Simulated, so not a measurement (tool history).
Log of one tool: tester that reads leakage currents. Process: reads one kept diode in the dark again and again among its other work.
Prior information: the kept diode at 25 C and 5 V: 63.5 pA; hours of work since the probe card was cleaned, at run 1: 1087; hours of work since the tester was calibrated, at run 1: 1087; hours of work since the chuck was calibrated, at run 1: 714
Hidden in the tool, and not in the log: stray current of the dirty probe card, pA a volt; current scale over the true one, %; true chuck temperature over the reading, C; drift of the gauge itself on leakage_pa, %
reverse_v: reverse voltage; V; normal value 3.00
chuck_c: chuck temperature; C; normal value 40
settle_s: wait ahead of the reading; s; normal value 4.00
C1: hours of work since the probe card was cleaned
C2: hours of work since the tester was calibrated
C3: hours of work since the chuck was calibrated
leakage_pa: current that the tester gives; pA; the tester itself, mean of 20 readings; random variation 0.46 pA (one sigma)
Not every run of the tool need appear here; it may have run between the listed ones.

{"run": 1, "hour": 0.0, "reverse_v": 3.0, "chuck_c": 40, "settle_s": 4.0, "C1": 1087, "C2": 1087, "C3": 714, "leakage_pa": 151.31}
{"run": 2, "hour": 37.4, "reverse_v": 3.0, "chuck_c": 27, "settle_s": 4.0, "C1": 1116, "C2": 1116, "C3": 744, "leakage_pa": 58.31}
{"hour": 50.1, "done": "probe card cleaned and baked"}
{"run": 3, "hour": 83.0, "reverse_v": 3.0, "chuck_c": 27, "settle_s": 4.0, "C1": 26, "C2": 1150, "C3": 778, "leakage_pa": 58.51}
{"run": 4, "hour": 161.1, "reverse_v": 3.0, "chuck_c": 27, "settle_s": 4.0, "C1": 88, "C2": 1212, "C3": 840, "leakage_pa": 57.95}
{"run": 5, "hour": 239.4, "reverse_v": 3.0, "chuck_c": 27, "settle_s": 4.0, "C1": 151, "C2": 1275, "C3": 902, "leakage_pa": 58.03}
{"run": 6, "hour": 305.6, "reverse_v": 1.2, "chuck_c": 40, "settle_s": 4.0, "C1": 203, "C2": 1327, "C3": 955, "leakage_pa": 97.12}
{"run": 7, "hour": 351.7, "reverse_v": 1.2, "chuck_c": 40, "settle_s": 4.0, "C1": 240, "C2": 1364, "C3": 991, "leakage_pa": 97.1}
{"run": 8, "hour": 411.7, "reverse_v": 1.31, "chuck_c": 40, "settle_s": 4.0, "C1": 287, "C2": 1412, "C3": 1039, "leakage_pa": 101.73}
{"run": 9, "hour": 459.5, "reverse_v": 1.31, "chuck_c": 40, "settle_s": 4.0, "C1": 325, "C2": 1450, "C3": 1077, "leakage_pa": 101.24}
{"run": 10, "hour": 496.0, "reverse_v": 1.31, "chuck_c": 40, "settle_s": 4.0, "C1": 355, "C2": 1479, "C3": 1106, "leakage_pa": 101.41}
{"run": 11, "hour": 551.5, "reverse_v": 1.31, "chuck_c": 40, "settle_s": 4.0, "C1": 399, "C2": 1523, "C3": 1150, "leakage_pa": 101.34}
{"run": 12, "hour": 588.0, "reverse_v": 3.0, "chuck_c": 40, "settle_s": 4.0, "C1": 428, "C2": 1552, "C3": 1179, "leakage_pa": 151.72}
{"hour": 621.6, "done": "chuck's temperature calibrated"}
{"run": 13, "hour": 647.1, "reverse_v": 3.0, "chuck_c": 40, "settle_s": 4.0, "C1": 473, "C2": 1597, "C3": 20, "leakage_pa": 152.04}
{"run": 14, "hour": 707.7, "reverse_v": 3.0, "chuck_c": 40, "settle_s": 4.0, "C1": 521, "C2": 1645, "C3": 68, "leakage_pa": 151.47}
{"run": 15, "hour": 769.2, "reverse_v": 3.0, "chuck_c": 40, "settle_s": 4.0, "C1": 570, "C2": 1694, "C3": 117, "leakage_pa": 151.27}
{"run": 16, "hour": 818.5, "reverse_v": 3.0, "chuck_c": 40, "settle_s": 4.0, "C1": 609, "C2": 1733, "C3": 157, "leakage_pa": 151.29}
{"run": 17, "hour": 867.4, "reverse_v": 3.0, "chuck_c": 40, "settle_s": 4.0, "C1": 648, "C2": 1772, "C3": 195, "leakage_pa": 151.89}
{"run": 18, "hour": 938.0, "reverse_v": 3.0, "chuck_c": 40, "settle_s": 4.0, "C1": 704, "C2": 1828, "C3": 252, "leakage_pa": 152.12}
{"run": 19, "hour": 1012.1, "reverse_v": 3.0, "chuck_c": 40, "settle_s": 4.0, "C1": 763, "C2": 1887, "C3": 310, "leakage_pa": 151.35}
{"run": 20, "hour": 1091.2, "reverse_v": 10.75, "chuck_c": 40, "settle_s": 4.0, "C1": 826, "C2": 1950, "C3": 373, "leakage_pa": 280.17}
{"run": 21, "hour": 1142.5, "reverse_v": 10.75, "chuck_c": 40, "settle_s": 4.0, "C1": 867, "C2": 1991, "C3": 414, "leakage_pa": 281.83}
{"run": 22, "hour": 1175.6, "reverse_v": 10.75, "chuck_c": 40, "settle_s": 4.0, "C1": 893, "C2": 2017, "C3": 440, "leakage_pa": 282.68}
{"run": 23, "hour": 1223.6, "reverse_v": 14.72, "chuck_c": 40, "settle_s": 4.37, "C1": 931, "C2": 2056, "C3": 479, "leakage_pa": 328.55}
{"run": 24, "hour": 1259.0, "reverse_v": 4.05, "chuck_c": 33, "settle_s": 4.37, "C1": 960, "C2": 2084, "C3": 507, "leakage_pa": 105.69}
{"run": 25, "hour": 1330.9, "reverse_v": 4.05, "chuck_c": 33, "settle_s": 4.37, "C1": 1017, "C2": 2141, "C3": 564, "leakage_pa": 106.13}
{"run": 26, "hour": 1379.1, "reverse_v": 4.05, "chuck_c": 33, "settle_s": 4.37, "C1": 1055, "C2": 2179, "C3": 602, "leakage_pa": 105.97}
{"run": 27, "hour": 1424.6, "reverse_v": 1.42, "chuck_c": 40, "settle_s": 2.7, "C1": 1091, "C2": 2215, "C3": 638, "leakage_pa": 106.0}
{"hour": 1472.1, "done": "probe card cleaned and baked"}
{"run": 28, "hour": 1502.5, "reverse_v": 2.31, "chuck_c": 53, "settle_s": 1.44, "C1": 24, "C2": 2275, "C3": 698, "leakage_pa": 323.21}
{"run": 29, "hour": 1543.6, "reverse_v": 2.31, "chuck_c": 53, "settle_s": 1.44, "C1": 57, "C2": 2308, "C3": 731, "leakage_pa": 324.69}
{"run": 30, "hour": 1583.6, "reverse_v": 2.31, "chuck_c": 53, "settle_s": 1.44, "C1": 89, "C2": 2339, "C3": 763, "leakage_pa": 322.12}
{"run": 31, "hour": 1626.6, "reverse_v": 2.55, "chuck_c": 30, "settle_s": 0.84, "C1": 123, "C2": 2374, "C3": 797, "leakage_pa": 68.36}
{"run": 32, "hour": 1684.1, "reverse_v": 2.55, "chuck_c": 30, "settle_s": 0.84, "C1": 169, "C2": 2419, "C3": 842, "leakage_pa": 68.09}
{"run": 33, "hour": 1738.5, "reverse_v": 3.0, "chuck_c": 30, "settle_s": 0.36, "C1": 212, "C2": 2463, "C3": 886, "leakage_pa": 76.23}
{"run": 34, "hour": 1778.6, "reverse_v": 3.0, "chuck_c": 30, "settle_s": 0.36, "C1": 244, "C2": 2494, "C3": 918, "leakage_pa": 75.8}
{"run": 35, "hour": 1852.7, "reverse_v": 5.77, "chuck_c": 59, "settle_s": 0.88, "C1": 303, "C2": 2553, "C3": 976, "leakage_pa": 739.53}
{"run": 36, "hour": 1889.4, "reverse_v": 4.18, "chuck_c": 29, "settle_s": 2.27, "C1": 332, "C2": 2583, "C3": 1006, "leakage_pa": 79.62}
{"run": 37, "hour": 1932.1, "reverse_v": 4.18, "chuck_c": 27, "settle_s": 1.13, "C1": 366, "C2": 2616, "C3": 1040, "leakage_pa": 68.85}
{"run": 38, "hour": 1985.0, "reverse_v": 4.18, "chuck_c": 27, "settle_s": 1.13, "C1": 408, "C2": 2659, "C3": 1082, "leakage_pa": 69.38}
{"run": 39, "hour": 2021.9, "reverse_v": 4.18, "chuck_c": 27, "settle_s": 1.13, "C1": 437, "C2": 2688, "C3": 1111, "leakage_pa": 69.31}

Each row is a separate what-if for the run after 39, all from the same tool condition, not one after another. Results?
{"run": "A", "hour": 2074.6, "reverse_v": 1.07, "chuck_c": 28, "settle_s": 4.0, "C1": 479, "C2": 2730, "C3": 1153, "leakage_pa": "?"}
{"run": "B", "hour": 2074.6, "reverse_v": 3.0, "chuck_c": 40, "settle_s": 1.16, "C1": 479, "C2": 2730, "C3": 1153, "leakage_pa": "?"}
{"run": "C", "hour": 2074.6, "reverse_v": 4.18, "chuck_c": 32, "settle_s": 0.67, "C1": 479, "C2": 2730, "C3": 1153, "leakage_pa": "?"}
{"run": "D", "hour": 2074.6, "reverse_v": 1.5, "chuck_c": 26, "settle_s": 2.62, "C1": 479, "C2": 2730, "C3": 1153, "leakage_pa": "?"}

run=A leakage_pa=37.98
run=B leakage_pa=151.63
run=C leakage_pa=100.84
run=D leakage_pa=38.50
With no hidden state in the tool, these same runs would have given:
run=A leakage_pa=38.04
run=B leakage_pa=151.88
run=C leakage_pa=100.99
run=D leakage_pa=38.56
